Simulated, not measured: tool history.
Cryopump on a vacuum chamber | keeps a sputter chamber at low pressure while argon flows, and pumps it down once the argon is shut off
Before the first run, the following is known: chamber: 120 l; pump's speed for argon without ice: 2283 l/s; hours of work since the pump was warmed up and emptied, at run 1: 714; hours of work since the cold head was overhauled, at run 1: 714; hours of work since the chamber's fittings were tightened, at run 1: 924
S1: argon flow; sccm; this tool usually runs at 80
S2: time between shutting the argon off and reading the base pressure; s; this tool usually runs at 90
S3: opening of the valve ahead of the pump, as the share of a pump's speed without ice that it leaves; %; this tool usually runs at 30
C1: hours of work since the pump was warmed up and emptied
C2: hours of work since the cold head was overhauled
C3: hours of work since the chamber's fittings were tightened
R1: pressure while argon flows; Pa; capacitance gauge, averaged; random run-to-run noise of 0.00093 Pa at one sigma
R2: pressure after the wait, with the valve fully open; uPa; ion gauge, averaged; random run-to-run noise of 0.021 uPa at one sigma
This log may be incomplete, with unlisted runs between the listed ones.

run,day,S1,S2,S3,C1,C2,C3,R1,R2
1,0.000,80,90,30,714,714,924,0.2116,0.79
2,2.929,80,90,30,755,755,965,0.2129,0.89
3,4.379,80,90,30,774,774,985,0.2117,0.89
4,6.946,80,90,30,810,810,1020,0.2131,0.94
5,8.546,80,90,30,832,832,1042,0.2147,0.90
6,10.983,80,41,30,865,865,1075,0.2140,1.23
7,12.512,80,90,30,886,886,1096,0.2169,0.95
8,14.050,80,90,30,907,907,1117,0.2170,0.99
# day 15.458: pump warmed up, emptied and cooled again
9,17.167,80,90,30,24,947,1158,0.2000,0.83
10,19.762,80,90,30,59,983,1193,0.1972,0.86
11,21.450,72,90,30,82,1006,1216,0.1809,0.90
12,22.775,72,90,30,101,1024,1235,0.1800,0.89
13,24.521,80,90,30,125,1049,1259,0.2017,0.90
14,25.788,80,90,30,142,1066,1276,0.2006,0.90
15,27.525,80,90,30,166,1090,1300,0.2013,0.97
16,29.733,80,90,30,196,1120,1330,0.2024,0.94
17,32.492,80,90,30,234,1158,1368,0.2018,0.97
18,34.379,80,90,30,260,1184,1394,0.2039,1.02
19,37.317,80,90,30,301,1224,1435,0.2040,0.95
20,39.804,38,31,30,335,1259,1469,0.0964,1.41
21,41.908,38,31,35,364,1288,1498,0.0841,1.49
22,44.379,38,31,35,398,1322,1532,0.0842,1.52
23,46.792,53,58,52,431,1355,1565,0.0811,1.27
24,49.054,57,90,21,462,1386,1596,0.2069,1.11

Estimate the outcome of run 25 from the log above:
25,51.883,67,45,30,501,1425,1635,?,?

Run 25 gave R1 0.1728 Pa, R2 1.37 uPa.
Without the tool's hidden state the same run would have given R1 0.1644 Pa, R2 0.59 uPa.

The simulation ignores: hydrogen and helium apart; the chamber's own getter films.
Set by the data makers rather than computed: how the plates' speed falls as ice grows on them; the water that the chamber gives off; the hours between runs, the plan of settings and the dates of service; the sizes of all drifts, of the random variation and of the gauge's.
